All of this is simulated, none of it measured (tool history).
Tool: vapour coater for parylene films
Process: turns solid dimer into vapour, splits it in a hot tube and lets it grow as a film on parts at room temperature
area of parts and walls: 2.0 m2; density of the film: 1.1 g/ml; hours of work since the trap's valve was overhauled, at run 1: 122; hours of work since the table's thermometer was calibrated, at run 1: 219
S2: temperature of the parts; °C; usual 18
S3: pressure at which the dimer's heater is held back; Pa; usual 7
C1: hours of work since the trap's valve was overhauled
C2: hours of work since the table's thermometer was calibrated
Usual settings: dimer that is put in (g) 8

Run 1, hour 0: usual settings; C1 122; C2 219. Result: thickness of the film (µm) 2.56.
Run 2, hour 30.7: usual settings; C1 139; C2 236. Result: thickness of the film (µm) 2.57.
Run 3, hour 82.4: usual settings; C1 167; C2 265. Result: thickness of the film (µm) 2.53.
Run 4, hour 117: usual settings; C1 186; C2 284. Result: thickness of the film (µm) 2.51.
Run 5, hour 173.8: usual settings but S2 28 °C; C1 217; C2 315. Result: thickness of the film (µm) 1.69.
Run 6, hour 223.1: usual settings but dimer that is put in (g) 3; C1 245; C2 342. Result: thickness of the film (µm) 0.92.
Run 7, hour 282: usual settings; C1 277; C2 375. Result: thickness of the film (µm) 2.45.
Run 8, hour 315.3: usual settings but S3 11.17 Pa; C1 295; C2 393. Result: thickness of the film (µm) 2.16.
Run 9, hour 355.7: usual settings but S3 11.17 Pa; C1 318; C2 415. Result: thickness of the film (µm) 2.13.
Run 10, hour 400.8: usual settings but S3 11.17 Pa; C1 342; C2 440. Result: thickness of the film (µm) 2.17.
Run 11, hour 428.1: usual settings but S3 11.17 Pa; C1 358; C2 455. Result: thickness of the film (µm) 2.15.
Run 12, hour 489.2: usual settings but S3 11.17 Pa; C1 391; C2 489. Result: thickness of the film (µm) 2.1.
Run 13, hour 541.5: usual settings but dimer that is put in (g) 11; C1 420; C2 518. Result: thickness of the film (µm) 3.25.
Run 14, hour 575.8: usual settings; C1 439; C2 536. Result: thickness of the film (µm) 2.31.
Run 15, hour 618.4: usual settings but S3 7.31 Pa; C1 462; C2 560. Result: thickness of the film (µm) 2.31.
Run 16, hour 651.6: usual settings but S3 2.88 Pa; C1 481; C2 578. Result: thickness of the film (µm) 2.89.
Run 17, hour 716.8: usual settings but S2 11 °C; C1 517; C2 614. Result: thickness of the film (µm) 3.03.
Run 18, hour 760.6: usual settings but dimer that is put in (g) 12; C1 541; C2 638. Result: thickness of the film (µm) 3.4.
Run 19, hour 825.2: usual settings but dimer that is put in (g) 11; C1 576; C2 674. Result: thickness of the film (µm) 3.07.
At hour 846.6: trap's valve overhauled.
Run 20, hour 888.6: usual settings but S3 4.51 Pa; C1 23; C2 707. Result: thickness of the film (µm) 2.87.
Run 21, hour 928.9: usual settings but S3 2.25 Pa; C1 45; C2 729. Result: thickness of the film (µm) 3.52.
Run 22, hour 988: usual settings but S3 2.25 Pa; C1 78; C2 761. Result: thickness of the film (µm) 3.37.
Run 23, hour 1051.7: usual settings but S3 2.25 Pa; C1 113; C2 796. Result: thickness of the film (µm) 3.4.
Run 24, hour 1111.7: usual settings but S2 20 °C; C1 146; C2 829. Result: thickness of the film (µm) 2.33.
Run 25, hour 1153.5: usual settings but dimer that is put in (g) 3, S3 10.62 Pa; C1 169; C2 852. Result: thickness of the film (µm) 0.81.
Run 26, hour 1218.7: usual settings but dimer that is put in (g) 3, S2 19 °C, S3 10.62 Pa; C1 205; C2 888. Result: thickness of the film (µm) 0.85.
Run 27, hour 1252.4: usual settings but dimer that is put in (g) 5, S2 12 °C, S3 2.15 Pa; C1 223; C2 907. Result: thickness of the film (µm) 2.09.
Run 28, hour 1316.8: usual settings but dimer that is put in (g) 9, S2 13 °C, S3 5.3 Pa; C1 259; C2 942. Result: thickness of the film (µm) 3.61.
Run 29, hour 1366.2: usual settings but dimer that is put in (g) 9, S2 13 °C, S3 5.3 Pa; C1 286; C2 970. Result: thickness of the film (µm) 3.64.
Run 30, hour 1424.5: usual settings but dimer that is put in (g) 9, S2 13 °C, S3 5.3 Pa; C1 318; C2 1002. Result: thickness of the film (µm) 3.59.
Run 31, hour 1478.1: usual settings but dimer that is put in (g) 11, S2 10 °C; C1 348; C2 1031. Result: thickness of the film (µm) 4.49.
Run 32, hour 1522.3: usual settings but S2 21 °C, S3 3.57 Pa; C1 372; C2 1055. Result: thickness of the film (µm) 2.43.
Run 33, hour 1566.1: usual settings but dimer that is put in (g) 3, S2 28 °C, S3 10.81 Pa; C1 396; C2 1080. Result: thickness of the film (µm) 0.54.
Run 34, hour 1625: usual settings but dimer that is put in (g) 4, S3 9.46 Pa; C1 429; C2 1112. Result: thickness of the film (µm) 1.07.
Run 35, hour 1654.1: usual settings but S3 5.27 Pa; C1 445; C2 1128. Result: thickness of the film (µm) 2.47.
Run 36, hour 1683.4: usual settings but dimer that is put in (g) 6, S3 9.51 Pa; C1 461; C2 1144. Result: thickness of the film (µm) 1.57.
Run 37, hour 1714.6: usual settings but dimer that is put in (g) 5, S2 25 °C, S3 4.06 Pa; C1 478; C2 1161. Result: thickness of the film (µm) 1.21.
Run 38, hour 1748.1: usual settings but dimer that is put in (g) 5, S2 14 °C, S3 10.84 Pa; C1 496; C2 1180. Result: thickness of the film (µm) 1.48.
Run 39, hour 1804.4: usual settings but dimer that is put in (g) 5, S2 14 °C, S3 10.84 Pa; C1 527; C2 1211. Result: thickness of the film (µm) 1.44.
Run 40, hour 1834.5: usual settings but dimer that is put in (g) 4, S2 20 °C; C1 544; C2 1227. Result: thickness of the film (µm) 1.04.
Run 41, hour 1867.7: usual settings but dimer that is put in (g) 4, S2 20 °C; C1 562; C2 1246. Result: thickness of the film (µm) 1.03.
At hour 1910.5: trap's valve overhauled.
Run 42, hour 1910.5: usual settings but dimer that is put in (g) 3, S3 6.91 Pa; C1 0; C2 1267. Result: thickness of the film (µm) 0.96.
Run 43, hour 1956.7: usual settings but dimer that is put in (g) 3, S3 6.91 Pa; C1 25; C2 1293. Result: thickness of the film (µm) 0.96.
Run 44, hour 1990.8: usual settings but dimer that is put in (g) 5; C1 44; C2 1311. Result: thickness of the film (µm) 1.56.
Run 45, hour 2043: usual settings but dimer that is put in (g) 5; C1 73; C2 1340. Result: thickness of the film (µm) 1.54.
Run 46, hour 2107.9: usual settings but dimer that is put in (g) 5; C1 109; C2 1376. Result: thickness of the film (µm) 1.6.

Hidden state at the last listed run before each entry between runs and at the first one after, where it differs:
Between runs 19 and 20: trap's valve overhauled (hour 846.6)
  vapour lost through the trap's worn valve, %: 14.8 -> 0.7; true temperature of the parts over the reading, C: 0.37 -> 0.39
  measured less the result without the state, thickness of the film (µm): -0.59 -> -0.07
Between runs 41 and 42: trap's valve overhauled (hour 1910.5)
  vapour lost through the trap's worn valve, %: 14.5 -> 0.7; true temperature of the parts over the reading, C: 0.73 -> 0.74
  measured less the result without the state, thickness of the film (µm): -0.2 -> -0.04

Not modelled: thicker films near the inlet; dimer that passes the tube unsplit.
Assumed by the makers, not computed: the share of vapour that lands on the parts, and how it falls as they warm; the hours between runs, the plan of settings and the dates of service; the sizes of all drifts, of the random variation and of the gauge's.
